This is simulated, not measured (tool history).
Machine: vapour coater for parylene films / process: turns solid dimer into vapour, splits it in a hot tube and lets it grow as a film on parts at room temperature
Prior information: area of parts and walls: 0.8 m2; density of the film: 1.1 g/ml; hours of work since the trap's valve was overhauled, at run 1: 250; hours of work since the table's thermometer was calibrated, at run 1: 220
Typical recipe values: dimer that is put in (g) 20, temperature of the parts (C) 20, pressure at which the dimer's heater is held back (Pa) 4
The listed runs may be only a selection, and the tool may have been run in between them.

run	day	dimer that is put in (g)	temperature of the parts (C)	pressure at which the dimer's heater is held back (Pa)	hours of work since the trap's valve was overhauled	hours of work since the table's thermometer was calibrated	thickness of the film (µm)
1	0	20	20	4	250	220	15.08
2	0.95	20	20	4	260	231	15.06
3	1.704	20	20	4	268	239	14.82
4	2.367	20	20	4	276	246	14.97
5	2.921	20	20	4	282	253	14.77
6	3.354	20	20	4	287	257	14.72
7	3.767	20	20	4	291	262	14.88
# day 4.496: trap's valve overhauled
8	4.821	20	20	4	4	272	13.52
9	5.362	20	20	3.15	10	278	14.3
10	6.05	20	20	3.15	17	285	14.12
11	6.796	20	20	3.15	25	293	14.26
12	7.208	16	20	3.15	30	298	11.34
# day 7.55: trap's valve overhauled, once more
13	8.042	11	19	4	5	305	9.7
14	8.8	10	13	3.55	14	313	11.01
15	9.558	28	24	2.86	22	322	21.55
16	10.517	19	20	4	33	332	15.97
17	11.383	33	20	2.53	42	342	30.62
18	12.258	10	21	4.65	52	351	7.75

Forecast run 19:
19	13.046	10	12	4.65	60	360	?

Run 19 measured thickness of the film (µm) 10.73.
With no hidden state in the tool, this same run would have given thickness of the film (µm) 11.01.
